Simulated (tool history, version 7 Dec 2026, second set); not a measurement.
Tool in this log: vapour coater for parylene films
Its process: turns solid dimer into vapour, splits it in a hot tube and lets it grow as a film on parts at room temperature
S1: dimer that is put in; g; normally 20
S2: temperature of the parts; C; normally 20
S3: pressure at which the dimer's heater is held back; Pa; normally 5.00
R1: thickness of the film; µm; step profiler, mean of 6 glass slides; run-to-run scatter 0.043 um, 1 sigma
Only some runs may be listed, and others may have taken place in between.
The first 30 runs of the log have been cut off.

Run 31, hour 1243.7: usual settings but S1 22 g, S2 23 C, S3 7.92 Pa. Result: R1 4.11 µm.
Run 32, hour 1290.4: usual settings but S1 22 g, S2 23 C, S3 7.92 Pa. Result: R1 4.03 µm.
Run 33, hour 1324.6: usual settings but S1 25 g, S2 17 C, S3 9.82 Pa. Result: R1 5.82 µm.
Run 34, hour 1368.3: usual settings but S1 10 g, S2 30 C, S3 5.21 Pa. Result: R1 1.37 µm.
Run 35, hour 1419.0: usual settings but S1 14 g, S2 15 C. Result: R1 3.64 µm.
Run 36, hour 1445.8: usual settings but S2 27 C. Result: R1 3.11 µm.
At hour 1474.2: table's thermometer calibrated.
Run 37, hour 1474.2: usual settings but S1 9 g, S2 24 C, S3 8.20 Pa. Result: R1 1.65 µm.
Run 38, hour 1508.6: usual settings but S1 11 g, S2 21 C, S3 8.20 Pa. Result: R1 2.24 µm.
At hour 1524.3: trap's valve overhauled.
Run 39, hour 1569.3: usual settings but S1 17 g, S3 3.29 Pa. Result: R1 4.04 µm.
Run 40, hour 1611.1: usual settings but S1 17 g, S3 3.29 Pa. Result: R1 4.05 µm.
Run 41, hour 1665.2: usual settings but S1 17 g, S2 30 C, S3 4.47 Pa. Result: R1 2.58 µm.
Run 42, hour 1708.6: usual settings but S3 2.39 Pa. Result: R1 4.66 µm.
Run 43, hour 1763.8: usual settings but S1 12 g, S3 2.39 Pa. Result: R1 2.81 µm.
Run 44, hour 1797.2: usual settings but S1 9 g, S2 14 C. Result: R1 2.52 µm.
Run 45, hour 1832.1: usual settings but S1 9 g, S2 14 C. Result: R1 2.49 µm.
Run 46, hour 1877.8: usual settings but S1 9 g, S2 14 C. Result: R1 2.50 µm.

Predict each of these 5 candidate next runs independently; none follows another, all start after run 46:
Run A, hour 1913.1: usual settings but S3 5.58 Pa. Result: R1 ?.
Run B, hour 1913.1: usual settings but S1 35 g, S2 14 C, S3 4.38 Pa. Result: R1 ?.
Run C, hour 1913.1: usual settings but S1 9 g, S2 29 C. Result: R1 ?.
Run D, hour 1913.1: usual settings but S3 7.86 Pa. Result: R1 ?.
Run E, hour 1913.1: usual settings but S2 12 C. Result: R1 ?.

run    R1
  A  4.33
  B  9.81
  C  1.39
  D  4.30
  E  5.54
Stripped of hidden state, with their random variation kept, the same runs would have yielded:
run     R1
  A   4.71
  B  10.51
  C   1.51
  D   4.68
  E   5.93

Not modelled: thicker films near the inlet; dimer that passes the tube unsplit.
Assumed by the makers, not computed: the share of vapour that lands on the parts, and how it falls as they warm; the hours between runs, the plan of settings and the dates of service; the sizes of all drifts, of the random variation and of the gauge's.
